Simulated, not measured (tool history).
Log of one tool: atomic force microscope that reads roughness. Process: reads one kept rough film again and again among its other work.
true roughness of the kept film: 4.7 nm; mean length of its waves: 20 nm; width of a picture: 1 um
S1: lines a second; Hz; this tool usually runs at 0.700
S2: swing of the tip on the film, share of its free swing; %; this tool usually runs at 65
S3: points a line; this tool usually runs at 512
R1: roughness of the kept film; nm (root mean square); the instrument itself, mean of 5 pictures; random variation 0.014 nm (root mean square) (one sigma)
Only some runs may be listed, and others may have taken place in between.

Run 1, hour 0.0: usual settings. Result: R1 3.049 nm (root mean square).
Run 2, hour 14.9: usual settings. Result: R1 2.891 nm (root mean square).
Run 3, hour 28.2: usual settings but S1 3.244 Hz. Result: R1 2.633 nm (root mean square).
Run 4, hour 34.6: usual settings but S1 3.244 Hz. Result: R1 2.586 nm (root mean square).
Run 5, hour 46.1: usual settings but S1 3.244 Hz. Result: R1 2.493 nm (root mean square).
Run 6, hour 61.0: usual settings but S1 3.244 Hz. Result: R1 2.375 nm (root mean square).
Run 7, hour 67.7: usual settings. Result: R1 2.440 nm (root mean square).
Run 8, hour 73.9: usual settings. Result: R1 2.391 nm (root mean square).
Run 9, hour 82.7: usual settings but S1 1.945 Hz. Result: R1 2.277 nm (root mean square).
Run 10, hour 95.3: usual settings. Result: R1 2.251 nm (root mean square).
Run 11, hour 107.4: usual settings but S2 86 %. Result: R1 2.141 nm (root mean square).
Run 12, hour 119.9: usual settings but S3 276. Result: R1 2.067 nm (root mean square).
Run 13, hour 131.6: usual settings but S3 276. Result: R1 2.019 nm (root mean square).
At hour 143.5: new tip fitted.
Run 14, hour 145.1: usual settings but S1 2.130 Hz. Result: R1 3.327 nm (root mean square).
Run 15, hour 152.8: usual settings but S1 2.507 Hz, S2 68 %. Result: R1 3.199 nm (root mean square).
Run 16, hour 163.1: usual settings but S1 2.507 Hz, S2 68 %. Result: R1 3.075 nm (root mean square).
Run 17, hour 176.0: usual settings but S1 2.507 Hz, S2 56 %. Result: R1 2.974 nm (root mean square).
Run 18, hour 189.7: usual settings but S1 2.215 Hz, S2 61 %, S3 485. Result: R1 2.848 nm (root mean square).
Run 19, hour 196.4: usual settings but S1 3.909 Hz, S2 58 %, S3 429. Result: R1 2.742 nm (root mean square).
Run 20, hour 207.6: usual settings but S1 3.909 Hz, S2 58 %, S3 429. Result: R1 2.648 nm (root mean square).
Run 21, hour 216.9: usual settings but S1 3.909 Hz, S2 58 %, S3 429. Result: R1 2.534 nm (root mean square).
Run 22, hour 229.2: usual settings but S1 3.191 Hz, S2 67 %, S3 684. Result: R1 2.449 nm (root mean square).
Run 23, hour 239.1: usual settings but S2 62 %, S3 355. Result: R1 2.446 nm (root mean square).
Run 24, hour 251.9: usual settings but S1 0.566 Hz, S2 89 %. Result: R1 2.306 nm (root mean square).
Run 25, hour 260.6: usual settings but S1 1.575 Hz, S2 63 %, S3 319. Result: R1 2.254 nm (root mean square).
Run 26, hour 270.2: usual settings but S3 599. Result: R1 2.248 nm (root mean square).

For some of the steps in R1 from one run to the next: how much would appear even if the tool had no hidden state, given the settings, what came in and random variation, and how much remains for the hidden state plus any gauge scatter that the measured result and the result without hidden state don't share?
Hidden conditions of the tool in this case: radius of the tip, nm; height scale over the true one, %; drift of the gauge itself on roughness_nm, %.
Run 2 -> 3: S1 0.700 -> 3.244. R1 -0.258 nm (root mean square): hidden state -0.097, all else -0.161.
Run 13 -> 14: S1 0.700 -> 2.130, S3 276 -> 512, new tip fitted. R1 +1.308 nm (root mean square): hidden state +1.331, all else -0.023.
Run 16 -> 17: S2 68 -> 56. R1 -0.101 nm (root mean square): hidden state -0.172, all else +0.071.
